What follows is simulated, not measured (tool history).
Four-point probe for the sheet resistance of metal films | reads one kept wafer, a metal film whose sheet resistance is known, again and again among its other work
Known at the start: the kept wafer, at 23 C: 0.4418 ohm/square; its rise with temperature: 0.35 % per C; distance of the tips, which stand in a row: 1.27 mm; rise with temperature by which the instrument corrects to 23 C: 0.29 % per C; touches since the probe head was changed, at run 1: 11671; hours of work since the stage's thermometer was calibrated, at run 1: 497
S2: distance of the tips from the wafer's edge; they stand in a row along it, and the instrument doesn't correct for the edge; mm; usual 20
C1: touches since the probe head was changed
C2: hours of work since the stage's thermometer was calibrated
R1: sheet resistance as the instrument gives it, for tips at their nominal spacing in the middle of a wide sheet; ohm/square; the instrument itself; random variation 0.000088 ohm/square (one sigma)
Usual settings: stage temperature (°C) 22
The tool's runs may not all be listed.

Run 1, hour 0: usual settings; C1 11671; C2 497. Result: R1 0.442489 ohm/square.
Run 2, hour 13.7: usual settings but S2 3 mm; C1 12200; C2 504. Result: R1 0.480124 ohm/square.
Run 3, hour 26.1: usual settings but S2 3 mm; C1 12678; C2 511. Result: R1 0.48021 ohm/square.
Run 4, hour 43.5: usual settings but S2 3 mm; C1 13351; C2 521. Result: R1 0.479924 ohm/square.
Run 5, hour 51.8: usual settings but S2 3 mm; C1 13671; C2 525. Result: R1 0.480026 ohm/square.
Run 6, hour 60.1: usual settings but S2 3 mm; C1 13992; C2 530. Result: R1 0.480045 ohm/square.
Run 7, hour 68.7: usual settings but S2 3 mm; C1 14327; C2 535. Result: R1 0.480089 ohm/square.
Run 8, hour 80.7: usual settings but S2 3 mm; C1 14791; C2 541. Result: R1 0.480191 ohm/square.
Run 9, hour 91.7: usual settings but S2 3 mm; C1 15213; C2 547. Result: R1 0.480111 ohm/square.
Run 10, hour 105.2: usual settings but S2 3 mm; C1 15737; C2 555. Result: R1 0.479898 ohm/square.
Run 11, hour 122: usual settings but stage temperature (°C) 29; C1 16386; C2 564. Result: R1 0.444225 ohm/square.
Run 12, hour 138.8: usual settings but stage temperature (°C) 29; C1 17035; C2 573. Result: R1 0.444373 ohm/square.
Run 13, hour 155.7: usual settings; C1 17686; C2 582. Result: R1 0.442595 ohm/square.
Run 14, hour 165.2: usual settings but stage temperature (°C) 31, S2 72 mm; C1 18056; C2 588. Result: R1 0.44363 ohm/square.
Run 15, hour 174.6: usual settings but stage temperature (°C) 29, S2 7 mm; C1 18420; C2 593. Result: R1 0.45109 ohm/square.
Run 16, hour 190.3: usual settings but stage temperature (°C) 28, S2 12 mm; C1 19024; C2 601. Result: R1 0.445842 ohm/square.
Run 17, hour 199.2: usual settings but stage temperature (°C) 28, S2 12 mm; C1 19368; C2 606. Result: R1 0.445856 ohm/square.
Run 18, hour 210.3: usual settings but stage temperature (°C) 28, S2 12 mm; C1 19799; C2 612. Result: R1 0.445894 ohm/square.
Run 19, hour 220.9: usual settings but S2 57 mm; C1 20210; C2 618. Result: R1 0.441642 ohm/square.
Run 20, hour 233: usual settings but stage temperature (°C) 26, S2 5 mm; C1 20677; C2 625. Result: R1 0.45724 ohm/square.
Run 21, hour 248: usual settings but stage temperature (°C) 26, S2 5 mm; C1 21254; C2 633. Result: R1 0.457413 ohm/square.
Run 22, hour 265.1: usual settings but stage temperature (°C) 26, S2 10 mm; C1 21917; C2 643. Result: R1 0.446417 ohm/square.
Run 23, hour 284.1: usual settings but stage temperature (°C) 18, S2 8 mm; C1 22650; C2 653. Result: R1 0.446407 ohm/square.
Run 24, hour 301.6: usual settings but stage temperature (°C) 21, S2 4 mm; C1 23328; C2 663. Result: R1 0.463918 ohm/square.
Run 25, hour 311: usual settings but stage temperature (°C) 26, S2 3 mm; C1 23691; C2 668. Result: R1 0.481106 ohm/square.

Forecast each of these 5 alternatives for the next run:
Run A, hour 327: usual settings but stage temperature (°C) 27, S2 5 mm; C1 24308; C2 677. Result: R1 ?.
Run B, hour 327: usual settings but stage temperature (°C) 30, S2 10 mm; C1 24308; C2 677. Result: R1 ?.
Run C, hour 327: usual settings but stage temperature (°C) 24, S2 12 mm; C1 24308; C2 677. Result: R1 ?.
Run D, hour 327: usual settings but stage temperature (°C) 28, S2 26 mm; C1 24308; C2 677. Result: R1 ?.
Run E, hour 327: usual settings but stage temperature (°C) 19, S2 5 mm; C1 24308; C2 677. Result: R1 ?.

run        R1
  A  0.457662
  B  0.447408
  C  0.444667
  D  0.443712
  E  0.455662
Without the tool's hidden state the same runs would have given:
run        R1
  A  0.457654
  B    0.4474
  C  0.444659
  D  0.443704
  E  0.455654
